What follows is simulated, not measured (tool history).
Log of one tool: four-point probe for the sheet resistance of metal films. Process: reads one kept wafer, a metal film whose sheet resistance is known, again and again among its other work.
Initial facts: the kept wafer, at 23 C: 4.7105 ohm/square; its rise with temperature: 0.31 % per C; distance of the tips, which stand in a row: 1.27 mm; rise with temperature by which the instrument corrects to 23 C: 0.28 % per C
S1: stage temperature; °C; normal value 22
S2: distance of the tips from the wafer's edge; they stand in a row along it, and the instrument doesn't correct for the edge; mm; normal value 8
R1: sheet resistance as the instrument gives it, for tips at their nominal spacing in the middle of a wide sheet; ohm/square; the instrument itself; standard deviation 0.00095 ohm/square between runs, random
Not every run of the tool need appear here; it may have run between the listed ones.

run	hour	S1	S2	R1
1	0.0	22	8	4.772520
2	42.6	22	8	4.770576
3	85.9	22	8	4.772232
4	124.8	22	8	4.773341
5	162.9	22	8	4.774163
6	202.0	22	8	4.774328
7	230.8	22	8	4.773994
8	256.8	22	8	4.774302
9	276.9	22	18	4.723225
10	309.1	22	18	4.721846
11	352.1	22	18	4.721383
12	389.6	22	18	4.721068
13	425.1	22	18	4.722285
14	448.2	22	18	4.721544
15	484.8	22	18	4.721076
16	503.7	22	16	4.725771
17	537.8	19	8	4.768217
18	560.5	22	16	4.726008
19	580.6	27	5	4.874199
20	599.7	27	5	4.874957
21	618.4	27	5	4.873723
22	652.7	24	12	4.738931
23	679.8	24	12	4.741632
24	702.2	24	12	4.741667
25	726.5	23	71	4.711295
26	748.0	24	3	5.123825
27	785.5	20	4	4.947858
28	809.8	22	12	4.736371
29	844.8	25	21	4.724121
30	871.9	25	21	4.723072
31	889.5	29	11	4.754124
32	910.3	29	11	4.753364
33	944.3	21	19	4.717576
34	965.6	21	19	4.717711
35	1009.0	33	19	4.734000
36	1041.0	33	30	4.727538

Branching from run 36: 3 alternative next runs. What would each branch give?
A	1068.0	21	9	?
B	1068.0	33	10	?
C	1068.0	30	19	?

run	R1
A	4.757360
B	4.765432
C	4.733256
Without the tool's unlogged condition, the same runs would have read:
run	R1
A	4.757020
B	4.765091
C	4.732916
